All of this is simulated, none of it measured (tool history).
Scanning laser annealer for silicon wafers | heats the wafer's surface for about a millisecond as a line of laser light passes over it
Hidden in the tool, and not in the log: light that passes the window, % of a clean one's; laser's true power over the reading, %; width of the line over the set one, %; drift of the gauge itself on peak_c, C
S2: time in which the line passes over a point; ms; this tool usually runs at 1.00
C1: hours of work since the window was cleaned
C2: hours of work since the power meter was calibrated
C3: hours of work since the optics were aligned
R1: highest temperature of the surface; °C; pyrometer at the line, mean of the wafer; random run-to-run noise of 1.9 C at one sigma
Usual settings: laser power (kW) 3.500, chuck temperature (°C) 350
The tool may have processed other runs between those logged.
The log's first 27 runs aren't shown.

{"run": 28, "hour": 276.3, "laser power (kW)": 3.392, "S2": 1.08, "chuck temperature (°C)": 312, "C1": 702, "C2": 27, "C3": 1036, "R1": 1033}
{"run": 29, "hour": 289.6, "laser power (kW)": 3.325, "S2": 1.14, "chuck temperature (°C)": 367, "C1": 708, "C2": 33, "C3": 1042, "R1": 1093}
{"run": 30, "hour": 301.6, "laser power (kW)": 3.5, "S2": 1.0, "chuck temperature (°C)": 320, "C1": 714, "C2": 38, "C3": 1047, "R1": 1032}
{"run": 31, "hour": 308.4, "laser power (kW)": 3.5, "S2": 1.0, "chuck temperature (°C)": 320, "C1": 717, "C2": 41, "C3": 1050, "R1": 1033}
{"run": 32, "hour": 314.8, "laser power (kW)": 3.5, "S2": 1.0, "chuck temperature (°C)": 320, "C1": 720, "C2": 44, "C3": 1053, "R1": 1036}
{"run": 33, "hour": 322.2, "laser power (kW)": 3.015, "S2": 0.87, "chuck temperature (°C)": 376, "C1": 723, "C2": 47, "C3": 1056, "R1": 946}
{"run": 34, "hour": 334.8, "laser power (kW)": 3.5, "S2": 0.73, "chuck temperature (°C)": 350, "C1": 729, "C2": 53, "C3": 1062, "R1": 951}
{"run": 35, "hour": 348.0, "laser power (kW)": 3.5, "S2": 0.73, "chuck temperature (°C)": 350, "C1": 735, "C2": 59, "C3": 1068, "R1": 953}
{"run": 36, "hour": 357.3, "laser power (kW)": 3.5, "S2": 0.73, "chuck temperature (°C)": 350, "C1": 739, "C2": 63, "C3": 1072, "R1": 952}
{"run": 37, "hour": 366.5, "laser power (kW)": 3.134, "S2": 0.73, "chuck temperature (°C)": 364, "C1": 743, "C2": 67, "C3": 1076, "R1": 904}
{"run": 38, "hour": 372.4, "laser power (kW)": 3.639, "S2": 0.83, "chuck temperature (°C)": 365, "C1": 746, "C2": 70, "C3": 1079, "R1": 1037}
{"run": 39, "hour": 382.5, "laser power (kW)": 3.154, "S2": 1.0, "chuck temperature (°C)": 354, "C1": 750, "C2": 74, "C3": 1083, "R1": 994}
{"run": 40, "hour": 396.1, "laser power (kW)": 3.154, "S2": 1.0, "chuck temperature (°C)": 321, "C1": 756, "C2": 81, "C3": 1090, "R1": 959}
{"run": 41, "hour": 403.9, "laser power (kW)": 3.629, "S2": 1.18, "chuck temperature (°C)": 317, "C1": 760, "C2": 84, "C3": 1093, "R1": 1124}

4 ways to go on from here, each from the tool as it stands after run 41. What would each give?
{"run": "A", "hour": 413.8, "laser power (kW)": 3.8, "S2": 1.0, "chuck temperature (°C)": 350, "C1": 764, "C2": 89, "C3": 1098, "R1": "?"}
{"run": "B", "hour": 413.8, "laser power (kW)": 3.629, "S2": 1.18, "chuck temperature (°C)": 359, "C1": 764, "C2": 89, "C3": 1098, "R1": "?"}
{"run": "C", "hour": 413.8, "laser power (kW)": 3.337, "S2": 0.73, "chuck temperature (°C)": 363, "C1": 764, "C2": 89, "C3": 1098, "R1": "?"}
{"run": "D", "hour": 413.8, "laser power (kW)": 3.598, "S2": 1.0, "chuck temperature (°C)": 350, "C1": 764, "C2": 89, "C3": 1098, "R1": "?"}

run=A R1=1126
run=B R1=1163
run=C R1=936
run=D R1=1080
Without the tool's unlogged condition, the same runs would have read:
run=A R1=1158
run=B R1=1197
run=C R1=960
run=D R1=1110
